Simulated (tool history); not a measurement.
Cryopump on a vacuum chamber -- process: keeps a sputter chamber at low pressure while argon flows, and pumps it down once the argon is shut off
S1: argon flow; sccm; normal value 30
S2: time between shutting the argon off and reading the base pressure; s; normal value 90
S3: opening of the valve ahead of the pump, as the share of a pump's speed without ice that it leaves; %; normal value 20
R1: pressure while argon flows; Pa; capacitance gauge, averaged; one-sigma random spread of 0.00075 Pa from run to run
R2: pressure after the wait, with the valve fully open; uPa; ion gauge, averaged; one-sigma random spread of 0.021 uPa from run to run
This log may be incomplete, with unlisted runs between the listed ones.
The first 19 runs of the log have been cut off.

{"run": 20, "hour": 298.6, "S1": 50, "S2": 279, "S3": 56, "R1": 0.0903, "R2": 0.59}
{"run": 21, "hour": 311.2, "S1": 19, "S2": 21, "S3": 56, "R1": 0.0344, "R2": 1.58}
{"run": 22, "hour": 322.1, "S1": 14, "S2": 114, "S3": 24, "R1": 0.0577, "R2": 0.75}
{"run": 23, "hour": 338.0, "S1": 16, "S2": 69, "S3": 36, "R1": 0.0443, "R2": 0.9}
{"run": 24, "hour": 353.8, "S1": 30, "S2": 24, "S3": 20, "R1": 0.1482, "R2": 1.45}
{"run": 25, "hour": 374.3, "S1": 30, "S2": 24, "S3": 20, "R1": 0.1482, "R2": 1.48}
{"run": 26, "hour": 388.4, "S1": 30, "S2": 120, "S3": 54, "R1": 0.0577, "R2": 0.84}
{"run": 27, "hour": 402.0, "S1": 34, "S2": 44, "S3": 16, "R1": 0.2092, "R2": 1.11}
{"run": 28, "hour": 419.8, "S1": 13, "S2": 132, "S3": 32, "R1": 0.0412, "R2": 0.85}
{"run": 29, "hour": 432.1, "S1": 25, "S2": 110, "S3": 35, "R1": 0.073, "R2": 0.86}
{"run": 30, "hour": 449.0, "S1": 25, "S2": 110, "S3": 35, "R1": 0.0712, "R2": 0.89}
{"run": 31, "hour": 465.3, "S1": 30, "S2": 32, "S3": 40, "R1": 0.0766, "R2": 1.36}
{"run": 32, "hour": 484.2, "S1": 15, "S2": 282, "S3": 50, "R1": 0.0315, "R2": 0.81}
{"run": 33, "hour": 504.1, "S1": 30, "S2": 83, "S3": 20, "R1": 0.1492, "R2": 0.98}
{"run": 34, "hour": 517.1, "S1": 30, "S2": 83, "S3": 20, "R1": 0.1483, "R2": 1.04}

Consider 5 possible next runs. They are alternatives, not a sequence: every one starts from the tool as it was left by run 34. What does each give?
{"run": "A", "hour": 528.5, "S1": 30, "S2": 90, "S3": 37, "R1": "?", "R2": "?"}
{"run": "B", "hour": 528.5, "S1": 18, "S2": 81, "S3": 42, "R1": "?", "R2": "?"}
{"run": "C", "hour": 528.5, "S1": 30, "S2": 162, "S3": 20, "R1": "?", "R2": "?"}
{"run": "D", "hour": 528.5, "S1": 35, "S2": 87, "S3": 47, "R1": "?", "R2": "?"}
{"run": "E", "hour": 528.5, "S1": 30, "S2": 90, "S3": 44, "R1": "?", "R2": "?"}

run=A R1=0.083 R2=0.97
run=B R1=0.044 R2=1.07
run=C R1=0.1495 R2=0.94
run=D R1=0.0769 R2=1.02
run=E R1=0.0701 R2=1
Had the tool no hidden state, the same runs would have come out as:
run=A R1=0.0784 R2=0.37
run=B R1=0.0413 R2=0.45
run=C R1=0.1448 R2=0.32
run=D R1=0.0715 R2=0.41
run=E R1=0.0655 R2=0.38
